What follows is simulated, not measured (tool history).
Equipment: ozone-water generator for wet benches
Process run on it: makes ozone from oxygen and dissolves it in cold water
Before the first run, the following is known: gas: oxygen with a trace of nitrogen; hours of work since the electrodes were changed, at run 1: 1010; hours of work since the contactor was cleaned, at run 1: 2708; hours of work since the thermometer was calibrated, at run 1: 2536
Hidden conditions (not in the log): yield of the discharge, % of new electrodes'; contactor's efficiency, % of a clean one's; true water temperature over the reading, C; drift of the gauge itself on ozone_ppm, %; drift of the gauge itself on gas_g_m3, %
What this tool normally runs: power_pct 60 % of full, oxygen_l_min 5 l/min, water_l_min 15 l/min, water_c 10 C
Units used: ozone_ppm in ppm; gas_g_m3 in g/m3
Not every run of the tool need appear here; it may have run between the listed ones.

run    hour  power_pct  oxygen_l_min  water_l_min  water_c  hours of work since the electrodes were changed  hours of work since the contactor was cleaned  hours of work since the thermometer was calibrated  ozone_ppm  gas_g_m3
  1       0         60             5           15       10                                             1010                                           2708                                                2536       21.1     157.1
  2    29.4         84             5           15       10                                             1038                                           2736                                                2564       27.3       208
  3    82.9         84             5           15       10                                             1089                                           2787                                                2615       27.2     206.9
  4   147.3         84             5           15       10                                             1151                                           2849                                                2676       27.3     204.9
      198.9  -- contactor cleaned
  5   201.5         84             5           15       10                                             1199                                              3                                                2724       26.9     206.6
  6     233         84             5           15       10                                             1229                                             33                                                2754       26.9     204.9
  7   266.8         60             5           15       10                                             1261                                             65                                                2786       20.6     155.4
  8   312.2         60             5           15       10                                             1304                                            108                                                2829       20.6     157.1
  9   343.1         60             5           15       10                                             1334                                            137                                                2859       20.3     158.8
 10   374.6         60             5           15       10                                             1364                                            168                                                2889       20.6       157
 11   417.6         60             5           15       10                                             1404                                            208                                                2930       20.7       157
      447.7  -- water thermometer calibrated
 12   479.9         60             3           15       10                                             1463                                            267                                                  31       20.9     219.3
        498  -- contactor cleaned, once more
 13   515.8         60             5           15       10                                             1494                                             17                                                  61       21.8     157.3
 14   552.4         60             5            9       10                                             1529                                             52                                                  96       31.1       158
 15   600.2         60             5            9       10                                             1574                                             97                                                 142       31.1     158.5
 16     630         60             5           15       16                                             1603                                            126                                                 170       20.1     156.8
 17     661         62          6.37           20       10                                             1632                                            155                                                 199       17.2       138
 18   697.1         80          6.37           17       10                                             1667                                            190                                                 234       24.2     168.9
 19   757.5         80          6.37           17       17                                             1724                                            247                                                 291       21.5     166.8
 20   800.3         60             5           15        8                                             1765                                            288                                                 332       22.5     157.4
 21   833.9         56          5.91           14        7                                             1797                                            320                                                 364       22.3     133.2
 22     877         56          5.91           14        7                                             1838                                            361                                                 405       22.3     131.8
 23   918.8         63          8.54           18       16                                             1878                                            401                                                 445       16.3     114.3
 24   954.2         63          5.99            9       16                                             1912                                            435                                                 479       26.9     143.9
 25  1007.4         69           3.7           22       10                                             1962                                            485                                                 530       17.5     211.7
 26  1066.6         60          7.46           15       16                                             2019                                            542                                                 586       18.2     118.8
 27  1114.8         69          4.41           15       16                                             2065                                            588                                                 632       22.5     187.6
 28  1165.3         69           2.6           20       15                                             2113                                            636                                                 680       17.9     268.5
 29  1196.7         46             5           14       16                                             2143                                            666                                                 710       16.9     127.3
 30  1223.9         60          3.96           15       13                                             2169                                            692                                                 736       21.3     181.8
 31  1267.3         60          3.96           15       13                                             2210                                            733                                                 777       21.1     182.3
 32  1319.1         60          3.96           15       13                                             2259                                            783                                                 827       21.2     182.1

Measured less the same run without the tool's hidden state. The same run-to-run variation is in both; the gauge's scatter may not be:
run  ozone_ppm  gas_g_m3
  1       -1.3      -3.1
  2       -1.9      -5.4
  3         -2      -5.7
  4       -2.1      -5.9
  5       -2.7      -6.1
  6       -2.8      -6.3
  7         -2      -3.7
  8         -2      -3.8
  9         -2      -3.9
 10       -2.1        -4
 11       -2.1      -4.1
 12       -2.2        -6
 13       -0.6      -4.3
 14         -1      -4.4
 15         -1      -4.6
 16       -0.7      -4.6
 17       -0.6      -4.3
 18         -1      -6.5
 19         -1      -6.6
 20       -0.8        -5
 21       -0.8      -4.1
 22       -0.9      -4.1
 23       -0.7        -4
 24       -1.2      -5.1
 25       -0.9      -8.5
 26       -0.8      -4.4
 27       -1.2      -7.9
 28         -1     -11.5
 29       -0.6      -3.7
 30         -1        -7
 31       -1.1      -7.2
 32       -1.1      -7.4
